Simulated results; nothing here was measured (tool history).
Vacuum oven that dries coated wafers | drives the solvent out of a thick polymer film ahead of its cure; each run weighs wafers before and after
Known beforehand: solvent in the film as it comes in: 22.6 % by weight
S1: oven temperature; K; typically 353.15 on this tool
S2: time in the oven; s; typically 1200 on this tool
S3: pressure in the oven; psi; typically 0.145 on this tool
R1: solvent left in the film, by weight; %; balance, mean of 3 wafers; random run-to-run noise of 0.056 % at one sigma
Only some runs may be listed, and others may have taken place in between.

Run 1, hour 0: usual settings. Result: R1 1.84 %.
Run 2, hour 129.8: usual settings. Result: R1 2.64 %.
Run 3, hour 254.3: usual settings but S1 343.15 K. Result: R1 6.26 %.
Run 4, hour 373.7: usual settings but S1 343.15 K. Result: R1 6.25 %.
Run 5, hour 435.1: usual settings. Result: R1 2.46 %.
Run 6, hour 529.4: usual settings but S2 1560 s. Result: R1 1.48 %.
Run 7, hour 604.2: usual settings but S1 340.15 K. Result: R1 7.25 %.
Run 8, hour 725.9: usual settings but S1 340.15 K, S3 0.16 psi. Result: R1 7.19 %.
Run 9, hour 781: usual settings but S1 340.15 K, S3 0.16 psi. Result: R1 7.32 %.
Run 10, hour 862: usual settings but S1 360.15 K, S2 900 s, S3 0.081 psi. Result: R1 1.89 %.
Run 11, hour 957.2: usual settings but S1 360.15 K, S2 900 s, S3 0.081 psi. Result: R1 1.66 %.
Run 12, hour 1062.4: usual settings but S1 346.15 K, S2 840 s. Result: R1 6.83 %.
Run 13, hour 1115.3: usual settings but S1 346.15 K, S2 840 s. Result: R1 6.74 %.
Run 14, hour 1191.6: usual settings but S1 346.15 K, S2 840 s. Result: R1 6.96 %.
Run 15, hour 1293.6: usual settings but S1 357.15 K, S2 1380 s, S3 0.132 psi. Result: R1 0.93 %.
Run 16, hour 1348.9: usual settings but S1 348.15 K, S2 1800 s, S3 0.132 psi. Result: R1 1.87 %.

Not shown here: 1 entry made in the log between runs. Locate each between two listed runs and compare the hidden state at the listed run before it with the hidden state at the listed run after it:
Between runs 1 and 2: oven's thermocouples calibrated (hour 67.3)
  true wafer temperature over the reading, C: 2.9 -> -0.23; true pressure over the reading, kPa: 0.012 -> 0.033
  the result without the hidden state subtracted from the measured one, R1: -0.71 -> +0.08 %
